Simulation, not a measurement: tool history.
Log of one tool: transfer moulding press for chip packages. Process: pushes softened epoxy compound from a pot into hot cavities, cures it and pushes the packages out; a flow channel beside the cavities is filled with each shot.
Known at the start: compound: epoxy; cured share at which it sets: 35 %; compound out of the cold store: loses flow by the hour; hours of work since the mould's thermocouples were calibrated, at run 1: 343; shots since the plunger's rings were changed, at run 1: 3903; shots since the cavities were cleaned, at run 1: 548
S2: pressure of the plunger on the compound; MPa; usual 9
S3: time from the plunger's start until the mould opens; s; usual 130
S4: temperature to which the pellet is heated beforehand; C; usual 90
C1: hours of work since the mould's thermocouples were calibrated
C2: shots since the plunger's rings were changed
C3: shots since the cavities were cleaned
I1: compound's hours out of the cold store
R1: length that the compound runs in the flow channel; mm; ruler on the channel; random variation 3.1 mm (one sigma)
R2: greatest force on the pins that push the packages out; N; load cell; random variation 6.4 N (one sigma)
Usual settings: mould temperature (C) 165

{"run": 1, "hour": 0.0, "mould temperature (C)": 165, "S2": 9, "S3": 130, "S4": 90, "C1": 343, "C2": 3903, "C3": 548, "I1": 16.7, "R1": 635, "R2": 348}
{"run": 2, "hour": 16.1, "mould temperature (C)": 165, "S2": 9, "S3": 130, "S4": 90, "C1": 351, "C2": 4018, "C3": 663, "I1": 35.9, "R1": 574, "R2": 367}
{"hour": 27.3, "done": "cavities cleaned with cleaning compound and waxed"}
{"run": 3, "hour": 30.5, "mould temperature (C)": 165, "S2": 9, "S3": 130, "S4": 90, "C1": 357, "C2": 4110, "C3": 22, "I1": 22, "R1": 622, "R2": 403}
{"run": 4, "hour": 47.8, "mould temperature (C)": 165, "S2": 9, "S3": 130, "S4": 90, "C1": 366, "C2": 4234, "C3": 146, "I1": 41.3, "R1": 555, "R2": 416}
{"run": 5, "hour": 66.4, "mould temperature (C)": 165, "S2": 9, "S3": 130, "S4": 90, "C1": 375, "C2": 4367, "C3": 279, "I1": 41.1, "R1": 556, "R2": 427}
{"run": 6, "hour": 80.1, "mould temperature (C)": 165, "S2": 9, "S3": 130, "S4": 90, "C1": 382, "C2": 4465, "C3": 377, "I1": 41.4, "R1": 560, "R2": 419}
{"hour": 86.4, "done": "cavities cleaned with cleaning compound and waxed, once more"}
{"run": 7, "hour": 96.8, "mould temperature (C)": 165, "S2": 9, "S3": 130, "S4": 90, "C1": 389, "C2": 4573, "C3": 74, "I1": 27.6, "R1": 598, "R2": 279}
{"run": 8, "hour": 106.4, "mould temperature (C)": 165, "S2": 9, "S3": 130, "S4": 90, "C1": 394, "C2": 4642, "C3": 143, "I1": 31, "R1": 584, "R2": 306}
{"run": 9, "hour": 117.5, "mould temperature (C)": 165, "S2": 9, "S3": 130, "S4": 90, "C1": 399, "C2": 4721, "C3": 222, "I1": 24.8, "R1": 602, "R2": 315}
{"run": 10, "hour": 137.1, "mould temperature (C)": 165, "S2": 9, "S3": 130, "S4": 90, "C1": 409, "C2": 4862, "C3": 363, "I1": 24.6, "R1": 609, "R2": 334}
{"run": 11, "hour": 145.6, "mould temperature (C)": 165, "S2": 9, "S3": 130, "S4": 90, "C1": 413, "C2": 4922, "C3": 423, "I1": 47.9, "R1": 535, "R2": 337}
{"run": 12, "hour": 155.9, "mould temperature (C)": 166, "S2": 9, "S3": 130, "S4": 90, "C1": 418, "C2": 4996, "C3": 497, "I1": 8.1, "R1": 662, "R2": 340}
{"run": 13, "hour": 169.8, "mould temperature (C)": 166, "S2": 9, "S3": 130, "S4": 90, "C1": 425, "C2": 5095, "C3": 596, "I1": 38.1, "R1": 560, "R2": 352}
{"run": 14, "hour": 178.9, "mould temperature (C)": 166, "S2": 9, "S3": 130, "S4": 90, "C1": 430, "C2": 5160, "C3": 661, "I1": 25.2, "R1": 607, "R2": 353}
{"hour": 190.8, "done": "cavities cleaned with cleaning compound and waxed"}
{"run": 15, "hour": 198.8, "mould temperature (C)": 166, "S2": 9, "S3": 130, "S4": 90, "C1": 439, "C2": 5291, "C3": 57, "I1": 35.1, "R1": 564, "R2": 262}
{"run": 16, "hour": 215.0, "mould temperature (C)": 165, "S2": 9.68, "S3": 121, "S4": 90, "C1": 447, "C2": 5408, "C3": 174, "I1": 23.9, "R1": 631, "R2": 334}
{"run": 17, "hour": 225.7, "mould temperature (C)": 159, "S2": 9.68, "S3": 121, "S4": 90, "C1": 452, "C2": 5484, "C3": 250, "I1": 15.7, "R1": 674, "R2": 510}
{"run": 18, "hour": 242.2, "mould temperature (C)": 159, "S2": 7.99, "S3": 149, "S4": 90, "C1": 460, "C2": 5602, "C3": 368, "I1": 39.6, "R1": 543, "R2": 345}
{"run": 19, "hour": 252.8, "mould temperature (C)": 158, "S2": 7.91, "S3": 149, "S4": 91, "C1": 466, "C2": 5678, "C3": 444, "I1": 26.8, "R1": 576, "R2": 394}
{"run": 20, "hour": 266.7, "mould temperature (C)": 167, "S2": 8.72, "S3": 160, "S4": 83, "C1": 473, "C2": 5777, "C3": 543, "I1": 41.5, "R1": 543, "R2": 327}
{"run": 21, "hour": 280.7, "mould temperature (C)": 162, "S2": 10, "S3": 154, "S4": 80, "C1": 480, "C2": 5877, "C3": 643, "I1": 28, "R1": 631, "R2": 359}
{"hour": 294.8, "done": "cavities cleaned with cleaning compound and waxed"}
{"run": 22, "hour": 297.3, "mould temperature (C)": 164, "S2": 9, "S3": 130, "S4": 90, "C1": 487, "C2": 5985, "C3": 18, "I1": 26.5, "R1": 601, "R2": 274}
{"run": 23, "hour": 306.0, "mould temperature (C)": 165, "S2": 7.14, "S3": 130, "S4": 98, "C1": 491, "C2": 6047, "C3": 80, "I1": 43, "R1": 487, "R2": 263}
{"run": 24, "hour": 319.5, "mould temperature (C)": 165, "S2": 7.14, "S3": 151, "S4": 98, "C1": 498, "C2": 6144, "C3": 177, "I1": 14.4, "R1": 565, "R2": 282}
{"run": 25, "hour": 336.9, "mould temperature (C)": 170, "S2": 9, "S3": 130, "S4": 91, "C1": 507, "C2": 6268, "C3": 301, "I1": 26, "R1": 583, "R2": 285}
{"run": 26, "hour": 357.1, "mould temperature (C)": 161, "S2": 10.03, "S3": 137, "S4": 97, "C1": 517, "C2": 6412, "C3": 445, "I1": 21.9, "R1": 650, "R2": 373}
{"hour": 378.8, "done": "plunger's sealing rings changed"}
{"run": 27, "hour": 379.4, "mould temperature (C)": 170, "S2": 8.56, "S3": 116, "S4": 90, "C1": 526, "C2": 5, "C3": 587, "I1": 12.9, "R1": 640, "R2": 349}
{"run": 28, "hour": 392.6, "mould temperature (C)": 170, "S2": 8.56, "S3": 116, "S4": 90, "C1": 533, "C2": 99, "C3": 681, "I1": 14.3, "R1": 632, "R2": 358}
{"hour": 401.6, "done": "cavities cleaned with cleaning compound and waxed"}
{"run": 29, "hour": 411.1, "mould temperature (C)": 170, "S2": 8.56, "S3": 116, "S4": 90, "C1": 541, "C2": 220, "C3": 67, "I1": 32.5, "R1": 571, "R2": 271}

3 ways to go on from here, each from the tool as it stands after run 29. What would each give?
{"run": "A", "hour": 424.7, "mould temperature (C)": 170, "S2": 8.56, "S3": 115, "S4": 96, "C1": 548, "C2": 318, "C3": 165, "I1": 46, "R1": "?", "R2": "?"}
{"run": "B", "hour": 424.7, "mould temperature (C)": 166, "S2": 7.69, "S3": 130, "S4": 82, "C1": 548, "C2": 318, "C3": 165, "I1": 25.7, "R1": "?", "R2": "?"}
{"run": "C", "hour": 424.7, "mould temperature (C)": 170, "S2": 8.56, "S3": 166, "S4": 90, "C1": 548, "C2": 318, "C3": 165, "I1": 13.7, "R1": "?", "R2": "?"}

run=A R1=533 R2=295
run=B R1=567 R2=291
run=C R1=632 R2=265
Without the tool's hidden state the same runs would have given:
run=A R1=533 R2=252
run=B R1=566 R2=246
run=C R1=631 R2=229

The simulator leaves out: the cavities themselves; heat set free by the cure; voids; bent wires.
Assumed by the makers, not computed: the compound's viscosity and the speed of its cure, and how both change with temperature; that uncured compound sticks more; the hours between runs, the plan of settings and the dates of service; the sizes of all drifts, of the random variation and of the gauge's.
